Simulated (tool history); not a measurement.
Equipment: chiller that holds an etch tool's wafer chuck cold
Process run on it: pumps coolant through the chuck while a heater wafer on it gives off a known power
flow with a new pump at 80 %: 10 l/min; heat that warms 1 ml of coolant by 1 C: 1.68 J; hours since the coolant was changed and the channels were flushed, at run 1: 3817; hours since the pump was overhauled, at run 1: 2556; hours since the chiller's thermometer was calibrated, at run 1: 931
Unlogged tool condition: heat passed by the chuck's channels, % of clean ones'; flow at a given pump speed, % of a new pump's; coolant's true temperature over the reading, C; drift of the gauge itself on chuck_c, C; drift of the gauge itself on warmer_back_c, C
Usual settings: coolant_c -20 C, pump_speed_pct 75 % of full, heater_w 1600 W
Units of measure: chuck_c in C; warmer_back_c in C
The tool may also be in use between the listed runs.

| run | hour | coolant_c | pump_speed_pct | heater_w | hours since the coolant was changed and the channels were flushed | hours since the pump was overhauled | hours since the chiller's thermometer was calibrated | chuck_c | warmer_back_c |
|---|---|---|---|---|---|---|---|---|---|
| 1 | 0 | -20 | 75 | 1600 | 3817 | 2556 | 931 | -7 | 6.23 |
| 2 | 45.5 | -20 | 75 | 1600 | 3863 | 2602 | 976 | -7 | 6.26 |
| 3 | 91.3 | -20 | 75 | 1600 | 3909 | 2647 | 1022 | -7 | 6.25 |
| 4 | 165.7 | -19 | 75 | 1600 | 3983 | 2722 | 1097 | -6 | 6.31 |
| 5 | 201 | -19 | 75 | 1600 | 4018 | 2757 | 1132 | -5.9 | 6.23 |
| 6 | 263.8 | -19 | 75 | 1600 | 4081 | 2820 | 1195 | -5.8 | 6.31 |
| 7 | 319.7 | -19 | 75 | 1600 | 4137 | 2876 | 1250 | -5.7 | 6.29 |
| 8 | 385.5 | -19 | 75 | 1553 | 4203 | 2942 | 1316 | -6 | 6.02 |
| 9 | 454 | -26 | 70 | 819 | 4271 | 3010 | 1385 | -18.8 | 3.48 |
| 10 | 496 | -17 | 74 | 911 | 4313 | 3052 | 1427 | -9.2 | 3.62 |
| 11 | 531.6 | -27 | 87 | 911 | 4349 | 3088 | 1462 | -20.2 | 3 |
|  | 539.5 | chiller's thermometer calibrated |
| 12 | 594.4 | -22 | 61 | 1485 | 4411 | 3150 | 55 | -7.1 | 7.33 |
| 13 | 627.5 | -22 | 61 | 1485 | 4444 | 3183 | 88 | -7 | 7.3 |
| 14 | 682.8 | -22 | 61 | 1485 | 4499 | 3238 | 143 | -7.1 | 7.37 |
| 15 | 744.8 | -22 | 61 | 1294 | 4561 | 3300 | 205 | -9.1 | 6.4 |
| 16 | 785.7 | -22 | 61 | 1294 | 4602 | 3341 | 246 | -8.9 | 6.41 |

Below are 5 alternative next runs, each starting from the tool's condition after run 16. Predict each:
| A | 847.2 | -23 | 65 | 1294 | 4664 | 3402 | 308 | ? | ? |
| B | 847.2 | -20 | 75 | 1003 | 4664 | 3402 | 308 | ? | ? |
| C | 847.2 | -20 | 62 | 1107 | 4664 | 3402 | 308 | ? | ? |
| D | 847.2 | -14 | 61 | 1294 | 4664 | 3402 | 308 | ? | ? |
| E | 847.2 | -20 | 72 | 1101 | 4664 | 3402 | 308 | ? | ? |

| run | chuck_c | warmer_back_c |
|---|---|---|
| A | -10.7 | 6.03 |
| B | -11.3 | 3.95 |
| C | -9 | 5.37 |
| D | -0.9 | 6.4 |
| E | -10.1 | 4.52 |
With no hidden state in the tool, these same runs would have given:
| run | chuck_c | warmer_back_c |
|---|---|---|
| A | -12.4 | 5.91 |
| B | -12.6 | 3.87 |
| C | -10.5 | 5.26 |
| D | -2.6 | 6.27 |
| E | -11.5 | 4.43 |
